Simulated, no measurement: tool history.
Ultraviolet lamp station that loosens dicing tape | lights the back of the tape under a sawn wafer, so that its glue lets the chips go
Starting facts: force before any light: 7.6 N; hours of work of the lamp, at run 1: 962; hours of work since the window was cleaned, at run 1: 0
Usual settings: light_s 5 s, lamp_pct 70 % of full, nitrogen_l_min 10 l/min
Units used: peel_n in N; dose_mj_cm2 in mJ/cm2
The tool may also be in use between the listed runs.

run   hour  light_s  lamp_pct  nitrogen_l_min  hours of work of the lamp  hours of work since the window was cleaned  peel_n  dose_mj_cm2
  1    0.0        5        70              10                        962                                           0   0.701          331
  2   44.1        3        70              10                        985                                          23   1.670          199
  3  133.8        5        71              10                       1031                                          69   0.690          328
  4  176.5        5        71              10                       1053                                          91   0.699          325
  5  256.6        5        79              10                       1095                                         133   0.612          355
  6  320.7        5        79              10                       1128                                         166   0.603          349
  7  404.2        5        79              10                       1171                                         209   0.640          342
  8  458.8        5        60              10                       1199                                         238   1.101          256
     465.4  -- window cleaned of glue's vapour
  9  515.4        5        60              10                       1228                                          26   1.216          245
 10  565.6        5        94              10                       1254                                          52   0.491          386
 11  645.3        5        88              10                       1296                                          93   0.557          351
 12  682.2        5        88              10                       1315                                         112   0.584          355
 13  724.3        3        70               3                       1337                                         134   3.400          167

Consider 4 possible next runs. They are alternatives, not a sequence: every one starts from the tool as it was left by run 13. What does each give?
  A  778.4        3        90              17                       1365                                         162       ?            ?
  B  778.4        5        81              10                       1365                                         162       ?            ?
  C  778.4        5        70              10                       1365                                         162       ?            ?
  D  778.4        5        70               7                       1365                                         162       ?            ?

run  peel_n  dose_mj_cm2
  A   1.157          217
  B   0.734          312
  C   0.978          276
  D   1.258          273
Take away the tool's hidden state, keep each run's random variation, and the runs would have read:
run  peel_n  dose_mj_cm2
  A   0.509          328
  B   0.306          475
  C   0.417          418
  D   0.566          416
